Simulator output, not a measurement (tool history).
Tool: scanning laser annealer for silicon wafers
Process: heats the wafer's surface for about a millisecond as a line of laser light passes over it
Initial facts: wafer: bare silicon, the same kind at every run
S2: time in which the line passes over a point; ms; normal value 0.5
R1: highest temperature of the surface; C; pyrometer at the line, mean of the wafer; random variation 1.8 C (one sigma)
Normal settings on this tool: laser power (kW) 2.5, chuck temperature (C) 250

Run 1, hour 0: usual settings. Result: R1 934 C.
Run 2, hour 21.1: usual settings. Result: R1 932 C.
Run 3, hour 40.5: usual settings. Result: R1 931 C.
Run 4, hour 73: usual settings. Result: R1 928 C.
Run 5, hour 96.1: usual settings. Result: R1 933 C.
Run 6, hour 123.8: usual settings. Result: R1 934 C.
Run 7, hour 158.3: usual settings but laser power (kW) 2.727. Result: R1 998 C.
Run 8, hour 199.1: usual settings but laser power (kW) 2.727. Result: R1 999 C.
Run 9, hour 221.8: usual settings but laser power (kW) 2.727. Result: R1 1001 C.
Run 10, hour 241.2: usual settings but laser power (kW) 2.727, chuck temperature (C) 246. Result: R1 995 C.
Run 11, hour 271.7: usual settings but chuck temperature (C) 285. Result: R1 965 C.
Run 12, hour 301.2: usual settings but S2 0.419 ms. Result: R1 879 C.
Run 13, hour 332.8: usual settings but chuck temperature (C) 216. Result: R1 926 C.
Run 14, hour 351.3: usual settings but chuck temperature (C) 216. Result: R1 926 C.
Run 15, hour 387.7: usual settings but chuck temperature (C) 216. Result: R1 923 C.
Run 16, hour 431: usual settings but chuck temperature (C) 216. Result: R1 926 C.
Run 17, hour 454.1: usual settings. Result: R1 957 C.
Run 18, hour 484.4: usual settings but laser power (kW) 2.552. Result: R1 976 C.
Run 19, hour 504.5: usual settings but chuck temperature (C) 212. Result: R1 918 C.
Run 20, hour 536.2: usual settings but S2 0.58 ms, chuck temperature (C) 212. Result: R1 969 C.
Run 21, hour 555.8: usual settings but laser power (kW) 2.358, chuck temperature (C) 238. Result: R1 899 C.
Run 22, hour 580.4: usual settings but chuck temperature (C) 283. Result: R1 990 C.
Run 23, hour 610.9: usual settings but chuck temperature (C) 283. Result: R1 992 C.
Run 24, hour 646.2: usual settings but laser power (kW) 2.287, chuck temperature (C) 280. Result: R1 915 C.
Run 25, hour 684.3: usual settings but laser power (kW) 2.287, chuck temperature (C) 280. Result: R1 917 C.
Run 26, hour 705.5: usual settings but laser power (kW) 2.287, chuck temperature (C) 280. Result: R1 918 C.
Run 27, hour 744.7: usual settings but laser power (kW) 2.71, S2 0.431 ms, chuck temperature (C) 272. Result: R1 992 C.
Run 28, hour 774.3: usual settings but laser power (kW) 2.452, S2 0.401 ms, chuck temperature (C) 271. Result: R1 893 C.
Run 29, hour 820.7: usual settings but laser power (kW) 2.222, S2 0.401 ms, chuck temperature (C) 269. Result: R1 830 C.
Run 30, hour 840.8: usual settings but laser power (kW) 2.222, S2 0.401 ms, chuck temperature (C) 269. Result: R1 830 C.
Run 31, hour 868.3: usual settings but laser power (kW) 2.706, chuck temperature (C) 265. Result: R1 1038 C.
Run 32, hour 904.7: usual settings but laser power (kW) 2.7, S2 0.483 ms, chuck temperature (C) 265. Result: R1 1022 C.
Run 33, hour 947.5: usual settings but S2 0.553 ms, chuck temperature (C) 266. Result: R1 1004 C.
Run 34, hour 981.6: usual settings but laser power (kW) 2.731, S2 0.543 ms, chuck temperature (C) 251. Result: R1 1057 C.
Run 35, hour 1015.9: usual settings but laser power (kW) 2.388, S2 0.435 ms, chuck temperature (C) 251. Result: R1 876 C.
Run 36, hour 1035.3: usual settings but laser power (kW) 2.485, S2 0.387 ms, chuck temperature (C) 212. Result: R1 830 C.
Run 37, hour 1071: usual settings but laser power (kW) 2.4, chuck temperature (C) 231. Result: R1 903 C.
Run 38, hour 1103.7: usual settings but laser power (kW) 2.4, chuck temperature (C) 231. Result: R1 902 C.
Run 39, hour 1121.6: usual settings but laser power (kW) 2.489, chuck temperature (C) 286. Result: R1 985 C.
Run 40, hour 1155: usual settings but laser power (kW) 2.489, chuck temperature (C) 286. Result: R1 985 C.

Taken out of this log: 2 entries between the listed runs. Where each belongs, and how the hidden state differs across it:
In the gap between runs 12 and 13: window over the wafer cleaned (hour 321.3)
  light that passes the window, % of a clean one's: 95.56 -> 99.75; laser's true power over the reading, %: 0.35 -> 0.36; width of the line over the set one, %: 1.34 -> 1.35
  measured result minus the result with no hidden state, R1: -35 -> -5 C
In the gap between runs 28 and 29: optics aligned, line set to its width (hour 781.2)
  light that passes the window, % of a clean one's: 98.69 -> 98.58; laser's true power over the reading, %: 0.47 -> 0.48; width of the line over the set one, %: 1.52 -> 0.05
  measured result minus the result with no hidden state, R1: -12 -> -6 C
